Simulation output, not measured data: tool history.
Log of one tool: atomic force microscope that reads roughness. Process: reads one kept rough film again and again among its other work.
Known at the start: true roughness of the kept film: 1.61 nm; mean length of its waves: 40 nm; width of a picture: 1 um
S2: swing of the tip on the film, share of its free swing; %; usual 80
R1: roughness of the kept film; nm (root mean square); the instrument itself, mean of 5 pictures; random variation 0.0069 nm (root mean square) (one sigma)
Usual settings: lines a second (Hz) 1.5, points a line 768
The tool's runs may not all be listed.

Run 1, hour 0: usual settings. Result: R1 1.363 nm (root mean square).
Run 2, hour 9.4: usual settings but S2 71 %. Result: R1 1.398 nm (root mean square).
Run 3, hour 15.5: usual settings but lines a second (Hz) 0.62, S2 71 %. Result: R1 1.449 nm (root mean square).
Run 4, hour 27.1: usual settings. Result: R1 1.337 nm (root mean square).
Run 5, hour 34.7: usual settings. Result: R1 1.341 nm (root mean square).
Run 6, hour 42.5: usual settings but S2 70 %. Result: R1 1.402 nm (root mean square).
Run 7, hour 51.8: usual settings. Result: R1 1.319 nm (root mean square).
Run 8, hour 62.8: usual settings. Result: R1 1.306 nm (root mean square).
Run 9, hour 70.2: usual settings but S2 73 %. Result: R1 1.348 nm (root mean square).
Run 10, hour 77.5: usual settings but S2 73 %. Result: R1 1.351 nm (root mean square).
Run 11, hour 90.3: usual settings but S2 73 %. Result: R1 1.336 nm (root mean square).
Run 12, hour 100.3: usual settings but lines a second (Hz) 0.54, S2 73 %. Result: R1 1.392 nm (root mean square).
Run 13, hour 107.5: usual settings. Result: R1 1.273 nm (root mean square).
Run 14, hour 117.7: usual settings but lines a second (Hz) 2.71. Result: R1 1.175 nm (root mean square).
Run 15, hour 125.7: usual settings but lines a second (Hz) 2.71. Result: R1 1.178 nm (root mean square).
Run 16, hour 137.7: usual settings but lines a second (Hz) 2.71. Result: R1 1.168 nm (root mean square).
At hour 140.1: new tip fitted.
Run 17, hour 146: usual settings but lines a second (Hz) 2.71, points a line 505. Result: R1 1.286 nm (root mean square).
Run 18, hour 155.6: usual settings but lines a second (Hz) 2.71, points a line 505. Result: R1 1.276 nm (root mean square).
Run 19, hour 168.8: usual settings but lines a second (Hz) 2.71, points a line 584. Result: R1 1.272 nm (root mean square).
Run 20, hour 179.8: usual settings but lines a second (Hz) 2.71, points a line 584. Result: R1 1.265 nm (root mean square).
Run 21, hour 189.7: usual settings but lines a second (Hz) 2.71, S2 63 %, points a line 584. Result: R1 1.402 nm (root mean square).
Run 22, hour 202.7: usual settings but lines a second (Hz) 2.71, S2 63 %, points a line 584. Result: R1 1.399 nm (root mean square).
Run 23, hour 213.1: usual settings but lines a second (Hz) 2.71, S2 63 %, points a line 584. Result: R1 1.385 nm (root mean square).
Run 24, hour 221.4: usual settings. Result: R1 1.339 nm (root mean square).
Run 25, hour 232.1: usual settings. Result: R1 1.335 nm (root mean square).
Run 26, hour 240.7: usual settings. Result: R1 1.339 nm (root mean square).
Run 27, hour 248.6: usual settings but lines a second (Hz) 1.39. Result: R1 1.339 nm (root mean square).
Run 28, hour 254.7: usual settings but lines a second (Hz) 0.94, S2 71 %, points a line 519. Result: R1 1.412 nm (root mean square).
Run 29, hour 265.7: usual settings but lines a second (Hz) 0.94, S2 71 %, points a line 519. Result: R1 1.403 nm (root mean square).
Run 30, hour 272.6: usual settings but lines a second (Hz) 0.94, S2 71 %, points a line 519. Result: R1 1.39 nm (root mean square).
Run 31, hour 282.7: usual settings but lines a second (Hz) 0.94, S2 85 %, points a line 519. Result: R1 1.328 nm (root mean square).
Run 32, hour 291.2: usual settings but lines a second (Hz) 2.08, S2 55 %, points a line 786. Result: R1 1.389 nm (root mean square).

Forecast run 33:
Run 33, hour 296.8: usual settings but lines a second (Hz) 2.08, S2 79 %, points a line 538. Result: R1 ?.

{"run 33": {"R1": 1.249}}
Without the tool's hidden state the same run would have given R1 1.361 nm (root mean square).
